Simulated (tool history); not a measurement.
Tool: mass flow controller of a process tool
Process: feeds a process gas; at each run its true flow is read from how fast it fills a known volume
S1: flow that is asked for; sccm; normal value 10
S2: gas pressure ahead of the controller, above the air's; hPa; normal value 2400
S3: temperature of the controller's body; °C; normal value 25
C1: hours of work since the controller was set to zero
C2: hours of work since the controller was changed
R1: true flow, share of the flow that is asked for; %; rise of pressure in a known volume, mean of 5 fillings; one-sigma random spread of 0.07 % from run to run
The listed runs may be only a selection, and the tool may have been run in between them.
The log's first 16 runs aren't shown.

| run | day | S1 | S2 | S3 | C1 | C2 | R1 |
|---|---|---|---|---|---|---|---|
| 17 | 58.575 | 10 | 2410 | 25 | 3982 | 3982 | 99.08 |
| 18 | 60.921 | 10 | 2410 | 25 | 4022 | 4022 | 99.01 |
| 19 | 62.983 | 10 | 2400 | 25 | 4058 | 4058 | 99.12 |
| 20 | 65.621 | 10 | 2400 | 25 | 4104 | 4104 | 99.09 |
| 21 | 70.304 | 10 | 2400 | 25 | 4185 | 4185 | 98.99 |
| 22 | 74.692 | 4 | 2400 | 25 | 4260 | 4260 | 98.31 |
| 23 | 77.704 | 11 | 1410 | 40 | 4312 | 4312 | 98.01 |
| 24 | 79.996 | 19 | 1630 | 21 | 4352 | 4352 | 99.81 |
| 25 | 83.367 | 19 | 1630 | 21 | 4410 | 4410 | 99.75 |
| 26 | 87.333 | 17 | 1570 | 34 | 4479 | 4479 | 99.06 |
| 27 | 89.679 | 17 | 1570 | 34 | 4519 | 4519 | 98.94 |
| 28 | 92.688 | 17 | 1720 | 24 | 4571 | 4571 | 99.52 |
| 29 | 97.225 | 17 | 1720 | 31 | 4649 | 4649 | 99.35 |
| 30 | 101.629 | 7 | 2120 | 25 | 4725 | 4725 | 98.42 |
|  | 104.517 | controller's zero set anew |
| 31 | 104.983 | 17 | 2400 | 25 | 8 | 4783 | 100 |
| 32 | 107.75 | 17 | 2400 | 25 | 56 | 4831 | 99.96 |
| 33 | 110.571 | 8 | 2400 | 25 | 105 | 4879 | 98.79 |
| 34 | 113.604 | 8 | 2400 | 29 | 157 | 4932 | 98.64 |
| 35 | 118.258 | 8 | 2400 | 29 | 237 | 5012 | 98.65 |
| 36 | 120.579 | 8 | 2400 | 29 | 277 | 5052 | 98.64 |
| 37 | 122.817 | 2 | 2210 | 32 | 316 | 5091 | 97.77 |
| 38 | 125.483 | 3 | 2400 | 33 | 362 | 5137 | 97.94 |
| 39 | 127.696 | 3 | 2400 | 33 | 400 | 5175 | 97.83 |
| 40 | 129.75 | 9 | 2400 | 21 | 436 | 5211 | 99.04 |

Run 41, settings as shown, results not yet in. Your forecast:
| 41 | 134.05 | 9 | 2400 | 21 | 510 | 5285 | ? |

R1: 99.06 %
If the tool had no hidden condition, the same run with the same run-to-run variation would have returned R1 99.07 %.

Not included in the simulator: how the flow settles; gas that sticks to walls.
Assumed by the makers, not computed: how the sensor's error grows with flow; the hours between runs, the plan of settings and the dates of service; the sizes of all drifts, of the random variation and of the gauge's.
